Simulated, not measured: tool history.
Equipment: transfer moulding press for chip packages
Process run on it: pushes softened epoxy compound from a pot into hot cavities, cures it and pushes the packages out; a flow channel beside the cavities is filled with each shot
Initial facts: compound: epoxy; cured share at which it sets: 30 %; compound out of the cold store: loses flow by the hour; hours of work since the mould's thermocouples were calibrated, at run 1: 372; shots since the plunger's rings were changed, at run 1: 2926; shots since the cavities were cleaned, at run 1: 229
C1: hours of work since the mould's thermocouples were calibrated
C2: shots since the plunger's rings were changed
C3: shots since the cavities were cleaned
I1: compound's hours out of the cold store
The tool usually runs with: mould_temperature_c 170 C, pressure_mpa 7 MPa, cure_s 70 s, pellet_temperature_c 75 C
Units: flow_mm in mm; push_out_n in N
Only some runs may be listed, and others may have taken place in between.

{"run": 1, "day": 0.0, "mould_temperature_c": 170, "pressure_mpa": 7, "cure_s": 70, "pellet_temperature_c": 75, "C1": 372, "C2": 2926, "C3": 229, "I1": 46.2, "flow_mm": 521, "push_out_n": 713}
{"run": 2, "day": 0.375, "mould_temperature_c": 170, "pressure_mpa": 7, "cure_s": 70, "pellet_temperature_c": 75, "C1": 379, "C2": 3074, "C3": 377, "I1": 38.9, "flow_mm": 529, "push_out_n": 781}
{"day": 0.521, "done": "plunger's sealing rings changed"}
{"run": 3, "day": 0.854, "mould_temperature_c": 170, "pressure_mpa": 7, "cure_s": 70, "pellet_temperature_c": 75, "C1": 386, "C2": 131, "C3": 525, "I1": 47.4, "flow_mm": 551, "push_out_n": 808}
{"run": 4, "day": 1.125, "mould_temperature_c": 170, "pressure_mpa": 5.29, "cure_s": 70, "pellet_temperature_c": 75, "C1": 391, "C2": 238, "C3": 632, "I1": 24.9, "flow_mm": 507, "push_out_n": 897}
{"day": 1.246, "done": "cavities cleaned with cleaning compound and waxed"}
{"run": 5, "day": 1.708, "mould_temperature_c": 170, "pressure_mpa": 5.29, "cure_s": 70, "pellet_temperature_c": 75, "C1": 400, "C2": 445, "C3": 183, "I1": 28.7, "flow_mm": 498, "push_out_n": 1023}
{"run": 6, "day": 2.025, "mould_temperature_c": 170, "pressure_mpa": 5.29, "cure_s": 70, "pellet_temperature_c": 75, "C1": 406, "C2": 569, "C3": 307, "I1": 23.4, "flow_mm": 506, "push_out_n": 1030}
{"run": 7, "day": 2.496, "mould_temperature_c": 165, "pressure_mpa": 7, "cure_s": 70, "pellet_temperature_c": 75, "C1": 415, "C2": 755, "C3": 493, "I1": 24, "flow_mm": 588, "push_out_n": 1417}
{"day": 2.946, "done": "cavities cleaned with cleaning compound and waxed"}
{"run": 8, "day": 3.021, "mould_temperature_c": 170, "pressure_mpa": 7, "cure_s": 77, "pellet_temperature_c": 75, "C1": 424, "C2": 938, "C3": 29, "I1": 44.7, "flow_mm": 546, "push_out_n": 499}
{"run": 9, "day": 3.488, "mould_temperature_c": 169, "pressure_mpa": 7, "cure_s": 77, "pellet_temperature_c": 75, "C1": 432, "C2": 1122, "C3": 213, "I1": 23.9, "flow_mm": 575, "push_out_n": 645}
{"day": 3.862, "done": "cavities cleaned with cleaning compound and waxed, once more"}
{"run": 10, "day": 4.171, "mould_temperature_c": 169, "pressure_mpa": 7, "cure_s": 55, "pellet_temperature_c": 75, "C1": 444, "C2": 1368, "C3": 123, "I1": 47.6, "flow_mm": 540, "push_out_n": 1210}
{"run": 11, "day": 4.525, "mould_temperature_c": 170, "pressure_mpa": 6.7, "cure_s": 70, "pellet_temperature_c": 72, "C1": 451, "C2": 1507, "C3": 262, "I1": 43.9, "flow_mm": 530, "push_out_n": 717}
{"run": 12, "day": 5.162, "mould_temperature_c": 162, "pressure_mpa": 8.25, "cure_s": 53, "pellet_temperature_c": 81, "C1": 463, "C2": 1759, "C3": 514, "I1": 32.4, "flow_mm": 615, "push_out_n": 2497}
{"day": 5.579, "done": "cavities cleaned with cleaning compound and waxed"}
{"run": 13, "day": 5.592, "mould_temperature_c": 162, "pressure_mpa": 8.25, "cure_s": 53, "pellet_temperature_c": 81, "C1": 469, "C2": 1904, "C3": 5, "I1": 21.5, "flow_mm": 635, "push_out_n": 1839}
{"run": 14, "day": 5.892, "mould_temperature_c": 162, "pressure_mpa": 8.25, "cure_s": 53, "pellet_temperature_c": 81, "C1": 475, "C2": 2022, "C3": 123, "I1": 22.9, "flow_mm": 631, "push_out_n": 2036}

Here are 4 independent what-if runs from the current tool condition. What would each one return?
{"run": "A", "day": 6.242, "mould_temperature_c": 167, "pressure_mpa": 7.97, "cure_s": 53, "pellet_temperature_c": 79, "C1": 482, "C2": 2161, "C3": 262, "I1": 25.1, "flow_mm": "?", "push_out_n": "?"}
{"run": "B", "day": 6.242, "mould_temperature_c": 172, "pressure_mpa": 7, "cure_s": 70, "pellet_temperature_c": 75, "C1": 482, "C2": 2161, "C3": 262, "I1": 27, "flow_mm": "?", "push_out_n": "?"}
{"run": "C", "day": 6.242, "mould_temperature_c": 178, "pressure_mpa": 7, "cure_s": 70, "pellet_temperature_c": 75, "C1": 482, "C2": 2161, "C3": 262, "I1": 20.7, "flow_mm": "?", "push_out_n": "?"}
{"run": "D", "day": 6.242, "mould_temperature_c": 170, "pressure_mpa": 7, "cure_s": 70, "pellet_temperature_c": 80, "C1": 482, "C2": 2161, "C3": 262, "I1": 39.4, "flow_mm": "?", "push_out_n": "?"}

run=A flow_mm=608 push_out_n=1783
run=B flow_mm=561 push_out_n=689
run=C flow_mm=557 push_out_n=607
run=D flow_mm=542 push_out_n=708
With the hidden condition removed and each run's random variation left untouched, the same runs would have given:
run=A flow_mm=634 push_out_n=1413
run=B flow_mm=584 push_out_n=538
run=C flow_mm=580 push_out_n=461
run=D flow_mm=565 push_out_n=555
